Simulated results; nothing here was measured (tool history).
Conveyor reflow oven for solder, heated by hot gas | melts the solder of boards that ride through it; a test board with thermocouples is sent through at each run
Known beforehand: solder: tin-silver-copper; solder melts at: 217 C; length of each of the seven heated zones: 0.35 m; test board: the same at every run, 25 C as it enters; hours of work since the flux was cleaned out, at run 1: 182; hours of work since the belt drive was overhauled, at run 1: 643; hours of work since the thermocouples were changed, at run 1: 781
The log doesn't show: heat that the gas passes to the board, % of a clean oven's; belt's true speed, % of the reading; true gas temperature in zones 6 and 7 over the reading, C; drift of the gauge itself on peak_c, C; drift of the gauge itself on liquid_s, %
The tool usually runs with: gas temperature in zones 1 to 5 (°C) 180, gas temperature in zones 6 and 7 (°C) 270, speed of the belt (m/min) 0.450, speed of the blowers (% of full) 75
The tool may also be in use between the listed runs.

run	hour	gas temperature in zones 1 to 5 (°C)	gas temperature in zones 6 and 7 (°C)	speed of the belt (m/min)	speed of the blowers (% of full)	hours of work since the flux was cleaned out	hours of work since the belt drive was overhauled	hours of work since the thermocouples were changed	highest temperature of the board (°C)	time above the solder's melting point (s)
1	0.0	180	270	0.450	75	182	643	781	256.55	77.02
2	24.2	166	270	0.450	75	197	658	796	254.29	68.95
# hour 48.6: flux residue cleaned out of gas plates and filters
3	55.9	166	270	0.450	75	5	675	813	255.32	70.38
4	87.5	166	274	0.450	75	24	694	832	258.86	72.98
5	106.6	166	274	0.450	75	36	706	844	258.74	73.00
6	133.3	166	274	0.450	75	52	722	860	258.83	72.77
7	159.4	166	274	0.450	75	69	739	877	258.61	72.80
8	192.6	180	270	0.450	58	89	759	897	252.36	72.36
9	214.2	180	270	0.450	58	103	773	911	252.26	72.19
# hour 226.9: thermocouples of zones 6 and 7 changed
10	240.5	180	270	0.450	55	118	788	8	250.19	70.04
11	254.9	180	270	0.389	75	127	797	17	259.95	93.29
12	280.2	189	270	0.450	75	142	812	33	257.65	82.45
13	304.0	192	270	0.450	75	157	827	48	257.99	84.46
14	332.3	192	270	0.450	75	174	844	65	257.96	84.72
15	360.5	192	270	0.450	75	192	862	83	258.10	84.39
16	378.8	180	265	0.380	75	203	873	94	255.82	92.69
# hour 393.2: flux residue cleaned out of gas plates and filters
17	397.8	180	265	0.380	75	3	882	103	256.62	93.72
18	412.4	180	265	0.380	75	12	891	112	256.67	93.81
19	444.9	180	265	0.380	75	32	911	132	256.51	93.63
20	472.1	180	266	0.380	59	49	928	149	254.08	89.86
21	490.1	180	266	0.380	59	60	939	160	253.95	89.87

What will run 22 give?
22	505.3	194	269	0.524	82	69	949	169	?	?

highest temperature of the board (°C): 255.73
time above the solder's melting point (s): 71.90
With the hidden condition absent and the run-to-run variation left alone, this run would have shown highest temperature of the board (°C) 255.48, time above the solder's melting point (s) 70.72.

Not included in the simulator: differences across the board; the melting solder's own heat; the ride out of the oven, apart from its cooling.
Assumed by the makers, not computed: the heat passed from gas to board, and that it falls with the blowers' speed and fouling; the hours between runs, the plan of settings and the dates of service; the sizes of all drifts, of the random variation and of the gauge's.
